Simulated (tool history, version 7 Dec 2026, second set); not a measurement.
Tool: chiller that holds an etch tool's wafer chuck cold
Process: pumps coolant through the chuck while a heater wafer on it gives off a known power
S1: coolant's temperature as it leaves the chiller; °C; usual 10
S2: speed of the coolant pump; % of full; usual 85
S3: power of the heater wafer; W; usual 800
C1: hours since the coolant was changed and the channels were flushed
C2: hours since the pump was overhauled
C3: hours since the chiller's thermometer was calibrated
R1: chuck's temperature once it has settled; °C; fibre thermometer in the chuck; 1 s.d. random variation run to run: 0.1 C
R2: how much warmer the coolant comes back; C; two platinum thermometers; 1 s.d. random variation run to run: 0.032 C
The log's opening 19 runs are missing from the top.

run	day	S1	S2	S3	C1	C2	C3	R1	R2
20	32.875	10	84	800	3269	1787	3344	18.2	3.40
21	34.675	10	62	565	3312	1830	3387	17.5	3.39
22	36.004	10	85	949	3344	1862	3419	19.8	4.05
23	38.292	4	83	708	3399	1917	3474	11.4	3.05
24	39.892	10	65	804	3437	1956	3513	20.6	4.56
25	42.075	10	65	804	3490	2008	3565	20.6	4.56
26	43.888	7	61	800	3533	2052	3608	18.1	4.92
27	45.975	9	70	785	3583	2102	3659	18.7	4.10
28	48.292	1	70	633	3639	2157	3714	8.7	3.37
29	50.600	1	84	486	3694	2213	3770	5.7	2.08
30	51.621	1	84	486	3719	2237	3794	5.7	2.15
31	52.908	1	84	1064	3750	2268	3825	12.1	4.61
32	54.408	1	84	1064	3786	2304	3861	12.3	4.63

4 ways to go on from here, each from the tool as it stands after run 32. What would each give?
A	56.438	10	85	800	3834	2353	3910	?	?
B	56.438	1	63	902	3834	2353	3910	?	?
C	56.438	1	73	933	3834	2353	3910	?	?
D	56.438	3	85	558	3834	2353	3910	?	?

run	R1	R2
A	18.3	3.40
B	13.4	5.40
C	12.1	4.63
D	8.7	2.37
With no hidden state in the tool, these same runs would have given:
run	R1	R2
A	17.8	3.21
B	12.4	5.11
C	11.3	4.38
D	8.5	2.24

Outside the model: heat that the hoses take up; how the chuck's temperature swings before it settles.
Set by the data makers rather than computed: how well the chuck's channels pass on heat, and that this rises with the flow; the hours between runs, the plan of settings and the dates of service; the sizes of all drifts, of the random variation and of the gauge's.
